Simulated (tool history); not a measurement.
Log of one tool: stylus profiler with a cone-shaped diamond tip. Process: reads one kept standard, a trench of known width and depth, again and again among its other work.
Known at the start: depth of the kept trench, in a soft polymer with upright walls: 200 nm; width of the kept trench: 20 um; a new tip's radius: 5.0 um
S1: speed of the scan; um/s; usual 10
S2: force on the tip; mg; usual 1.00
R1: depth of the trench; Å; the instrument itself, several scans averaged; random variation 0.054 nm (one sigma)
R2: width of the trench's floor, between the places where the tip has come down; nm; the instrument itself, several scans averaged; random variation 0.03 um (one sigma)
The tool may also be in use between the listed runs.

Run 1, hour 0.0: usual settings. Result: R1 2000.7 Å, R2 16570 nm.
Run 2, hour 64.7: usual settings. Result: R1 2000.7 Å, R2 16490 nm.
Run 3, hour 124.1: usual settings but S2 0.52 mg. Result: R1 1997.4 Å, R2 16360 nm.
Run 4, hour 199.9: usual settings but S2 0.52 mg. Result: R1 1997.7 Å, R2 16400 nm.
Run 5, hour 256.9: usual settings but S1 8 um/s. Result: R1 1999.7 Å, R2 16380 nm.
Run 6, hour 309.3: usual settings but S1 8 um/s. Result: R1 1999.4 Å, R2 16330 nm.
Run 7, hour 369.6: usual settings. Result: R1 1999.4 Å, R2 16330 nm.
Run 8, hour 417.3: usual settings. Result: R1 1999.4 Å, R2 16240 nm.
Run 9, hour 476.5: usual settings. Result: R1 1999.0 Å, R2 16240 nm.
Run 10, hour 553.2: usual settings. Result: R1 1997.6 Å, R2 16210 nm.
Run 11, hour 595.4: usual settings. Result: R1 1997.9 Å, R2 16160 nm.
Run 12, hour 672.0: usual settings but S2 1.02 mg. Result: R1 1997.6 Å, R2 16200 nm.
Run 13, hour 749.9: usual settings but S2 1.02 mg. Result: R1 1997.6 Å, R2 16100 nm.
Run 14, hour 790.4: usual settings but S2 2.67 mg. Result: R1 2002.3 Å, R2 16100 nm.
Run 15, hour 856.0: usual settings but S1 15 um/s, S2 2.67 mg. Result: R1 2003.3 Å, R2 16060 nm.
Run 16, hour 892.4: usual settings. Result: R1 1996.7 Å, R2 16040 nm.
Run 17, hour 968.7: usual settings. Result: R1 1995.4 Å, R2 15970 nm.
Run 18, hour 1031.6: usual settings. Result: R1 1995.8 Å, R2 15960 nm.
Run 19, hour 1098.0: usual settings. Result: R1 1995.1 Å, R2 15910 nm.
Run 20, hour 1163.0: usual settings but S2 0.34 mg. Result: R1 1992.4 Å, R2 15880 nm.
Run 21, hour 1240.7: usual settings but S2 0.34 mg. Result: R1 1991.2 Å, R2 15870 nm.
At hour 1284.3: height scale calibrated on a step standard.
Run 22, hour 1312.6: usual settings but S2 0.34 mg. Result: R1 2001.6 Å, R2 15790 nm.
Run 23, hour 1374.7: usual settings but S2 0.34 mg. Result: R1 2001.1 Å, R2 15800 nm.
Run 24, hour 1441.8: usual settings but S2 0.34 mg. Result: R1 2001.3 Å, R2 15740 nm.
Run 25, hour 1474.6: usual settings but S1 6 um/s, S2 1.42 mg. Result: R1 2006.0 Å, R2 15750 nm.
Run 26, hour 1534.3: usual settings but S1 12 um/s, S2 0.66 mg. Result: R1 2002.2 Å, R2 15680 nm.
Run 27, hour 1573.8: usual settings but S1 4 um/s, S2 1.43 mg. Result: R1 2005.6 Å, R2 15700 nm.
Run 28, hour 1650.0: usual settings but S1 4 um/s, S2 1.43 mg. Result: R1 2004.7 Å, R2 15740 nm.
Run 29, hour 1716.5: usual settings but S1 2 um/s, S2 0.93 mg. Result: R1 2002.9 Å, R2 15620 nm.
At hour 1727.1: new tip fitted, height scale calibrated.
Run 30, hour 1753.3: usual settings but S1 5 um/s, S2 0.43 mg. Result: R1 2004.3 Å, R2 17220 nm.
Run 31, hour 1810.6: usual settings but S1 36 um/s. Result: R1 2006.6 Å, R2 17080 nm.
Run 32, hour 1849.1: usual settings but S1 3 um/s, S2 0.89 mg. Result: R1 2007.0 Å, R2 17180 nm.
Run 33, hour 1918.7: usual settings but S1 22 um/s, S2 0.82 mg. Result: R1 2004.6 Å, R2 17060 nm.
Run 34, hour 1979.8: usual settings but S1 6 um/s, S2 1.07 mg. Result: R1 2006.9 Å, R2 17070 nm.
Run 35, hour 2052.0: usual settings but S1 5 um/s, S2 0.40 mg. Result: R1 2002.5 Å, R2 16970 nm.
Run 36, hour 2129.7: usual settings but S1 4 um/s, S2 0.48 mg. Result: R1 2003.0 Å, R2 17020 nm.
Run 37, hour 2182.0: usual settings but S1 33 um/s, S2 0.39 mg. Result: R1 2001.9 Å, R2 16790 nm.
Run 38, hour 2251.4: usual settings but S1 25 um/s, S2 1.02 mg. Result: R1 2006.3 Å, R2 16800 nm.

The next listed run, before its measurement:
Run 39, hour 2298.5: usual settings but S1 31 um/s, S2 2.41 mg. Result: R1 ?, R2 ?.

{"run 39": {"R1": 2009.1, "R2": 16820}}
Without the tool's hidden state the same run would have given R1 2010.8 Å, R2 17150 nm.

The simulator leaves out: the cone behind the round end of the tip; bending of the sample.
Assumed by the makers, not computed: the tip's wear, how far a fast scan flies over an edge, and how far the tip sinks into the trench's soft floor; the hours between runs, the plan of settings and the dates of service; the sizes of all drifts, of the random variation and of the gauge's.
